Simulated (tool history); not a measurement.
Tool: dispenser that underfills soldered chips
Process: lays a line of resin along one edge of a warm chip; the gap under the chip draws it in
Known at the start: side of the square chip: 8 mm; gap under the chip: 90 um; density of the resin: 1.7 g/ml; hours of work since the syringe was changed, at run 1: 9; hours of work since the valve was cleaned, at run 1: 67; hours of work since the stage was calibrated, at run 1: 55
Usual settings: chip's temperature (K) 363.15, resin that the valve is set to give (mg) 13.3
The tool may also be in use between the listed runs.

run,hour,chip's temperature (K),resin that the valve is set to give (mg),hours of work since the syringe was changed,hours of work since the valve was cleaned,hours of work since the stage was calibrated,time until the resin shows at the far edge (s),resin that the valve gave (mg)
1,0.0,363.15,13.3,9,67,55,88.6,12.45
# hour 4.0: new syringe of resin
2,5.3,363.15,15.9,1,70,58,63.3,14.93
3,10.3,363.15,15.9,4,73,61,71.3,14.94
4,13.6,364.15,13.3,6,75,63,74.5,12.54
5,16.4,355.15,13.3,8,77,65,116.6,12.40
6,19.1,363.15,13.3,9,78,67,88.5,12.42
# hour 22.5: new syringe of resin
7,22.5,363.15,13.7,0,80,69,62.9,12.70
8,25.9,363.15,13.3,2,82,71,67.1,12.41
9,29.0,363.15,13.3,4,84,73,73.6,12.35
# hour 34.2: dispensing valve cleaned and set on the balance
10,34.2,363.15,16.1,7,0,75,76.0,16.01
11,38.2,363.15,16.1,9,2,78,82.3,16.23
# hour 42.1: new syringe of resin
12,42.7,369.15,13.3,0,5,80,49.7,13.22
13,47.6,369.15,13.3,3,8,83,54.1,13.33
14,50.5,369.15,13.3,5,10,85,57.9,13.19
15,54.6,369.15,13.3,8,12,88,62.7,13.10
16,60.0,369.15,13.3,11,16,91,71.6,13.19
# hour 60.6: new syringe of resin
17,64.4,369.15,13.3,2,18,93,52.8,13.10
18,67.4,374.15,17.2,4,20,95,44.6,17.16
19,72.4,374.15,17.2,7,23,98,49.5,16.90
20,77.4,364.15,16.8,10,26,101,83.9,16.40
# hour 79.2: new syringe of resin
21,80.5,364.15,16.8,1,28,103,58.3,16.46
22,85.1,364.15,16.8,4,31,106,65.5,16.18
23,88.7,364.15,16.8,6,33,108,71.0,16.32
24,91.8,370.15,16.2,8,35,110,58.6,15.75
25,95.1,376.15,15.4,10,37,112,51.2,14.81
# hour 97.8: new syringe of resin
26,100.3,376.15,15.4,2,40,115,39.0,14.96
27,104.3,376.15,15.4,4,42,117,42.4,15.00
28,109.3,376.15,15.4,7,45,120,45.5,14.72
29,112.4,352.15,13.2,9,47,122,136.5,12.74
# hour 116.6: new syringe of resin
30,117.7,350.15,15.0,1,50,125,108.5,14.46
31,121.3,357.15,13.4,3,52,128,90.3,12.79
32,123.9,357.15,13.4,5,54,129,92.4,12.96

Measured less the same run without the tool's hidden state. The same run-to-run variation is in both; the gauge's scatter may not be:
The hidden state here: resin's viscosity, % of fresh resin's; dose that the valve gives, % of what is set; true chip temperature over the reading, C; drift of the gauge itself on fill_s, %; drift of the gauge itself on given_mg, %.
run,time until the resin shows at the far edge (s),resin that the valve gave (mg)
1,+26.1,-0.72
2,+3.2,-0.91
3,+10.6,-0.95
4,+15.9,-0.81
5,+30.4,-0.83
6,+26.9,-0.86
7,+0.9,-0.90
8,+5.7,-0.90
9,+10.6,-0.92
10,+15.1,-0.01
11,+22.0,-0.03
12,+0.3,-0.07
13,+5.7,-0.09
14,+9.3,-0.11
15,+14.7,-0.14
16,+22.6,-0.17
17,+4.0,-0.19
18,+5.7,-0.28
19,+10.9,-0.33
20,+24.9,-0.35
21,+1.4,-0.37
22,+7.4,-0.41
23,+13.0,-0.45
24,+13.9,-0.46
25,+14.7,-0.45
26,+2.5,-0.49
27,+6.0,-0.53
28,+10.5,-0.55
29,+38.7,-0.50
30,+3.6,-0.60
31,+9.9,-0.55
32,+14.8,-0.58

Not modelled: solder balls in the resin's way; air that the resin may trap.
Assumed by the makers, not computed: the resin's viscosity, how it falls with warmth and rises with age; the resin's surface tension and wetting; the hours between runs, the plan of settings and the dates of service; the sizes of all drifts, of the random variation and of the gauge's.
